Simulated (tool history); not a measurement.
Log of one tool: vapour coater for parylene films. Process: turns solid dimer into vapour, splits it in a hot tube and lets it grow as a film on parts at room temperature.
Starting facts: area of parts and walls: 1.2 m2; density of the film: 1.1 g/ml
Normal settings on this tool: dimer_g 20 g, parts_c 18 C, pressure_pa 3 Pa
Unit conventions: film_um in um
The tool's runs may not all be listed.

run,day,dimer_g,parts_c,pressure_pa,film_um
1,0,20,18,3,12.45
2,1.358,20,18,3,12.47
3,2.308,20,18,3,12.56
4,2.904,20,18,3,12.48
5,4.142,20,18,3,12.5
6,5.325,20,18,3.73,12.21
7,6.225,20,18,2.17,12.9
# day 7.288: trap's valve overhauled
8,7.712,20,18,2.17,12.95
9,8.338,20,18,2.17,13.02
10,9.021,15,18,3,9.39
11,9.588,22,18,3,13.76
12,10.662,22,18,3,13.76
13,11.367,20,18,3,12.51
14,12.604,20,18,3,12.61
15,13.917,20,18,3,12.51
16,15.158,20,18,3,12.42
17,16.417,20,18,3,12.49
18,17.529,20,18,3,12.53
19,18.6,20,18,3,12.48
20,19.592,20,18,3,12.5
21,20.2,20,18,3,12.52
22,20.862,20,18,3,12.39
23,21.975,22,18,3,13.73
24,23.233,22,18,3,13.67
25,24.246,27,19,6.84,14.69
# day 24.8: trap's valve overhauled
26,25.275,26,21,4.48,13.64
27,26.45,26,21,6.19,13.11
28,27.354,26,21,2.5,14.6
29,28.471,26,21,2.5,14.59
30,29.504,23,12,11.56,15.83
31,30.208,16,16,7.29,9.81
32,31.525,27,16,9.02,16.15
33,32.142,19,18,9.04,10.47
34,32.85,21,18,9.04,11.58
35,34.012,26,18,9.2,14.28
36,35.075,9,28,3.28,3.61
37,35.967,20,14,3,14.79
38,36.871,20,16,2.6,13.78
39,37.796,8,17,6.08,4.84
40,39.096,10,14,7.24,6.7
41,40.329,10,14,7.24,6.72
42,40.975,20,13,7.3,13.95
43,41.542,20,13,7.3,14.01
# day 42.325: trap's valve overhauled
44,42.4,20,23,6.28,9.26
45,43.333,20,23,6.28,9.24
46,44.575,17,23,11.45,7.32
47,45.854,22,12,4.65,16.34

Predict each of these 4 candidate next runs independently; none follows another, all start after run 47:
A,46.446,22,12,11.15,?
B,46.446,12,18,7.13,?
C,46.446,32,23,2.23,?
D,46.446,25,12,3.04,?

run,film_um
A,15.3
B,6.78
C,16.74
D,18.53
The same runs, with their run-to-run variation unchanged, on a tool lacking any hidden condition would have given:
run,film_um
A,15.31
B,6.78
C,16.76
D,18.54
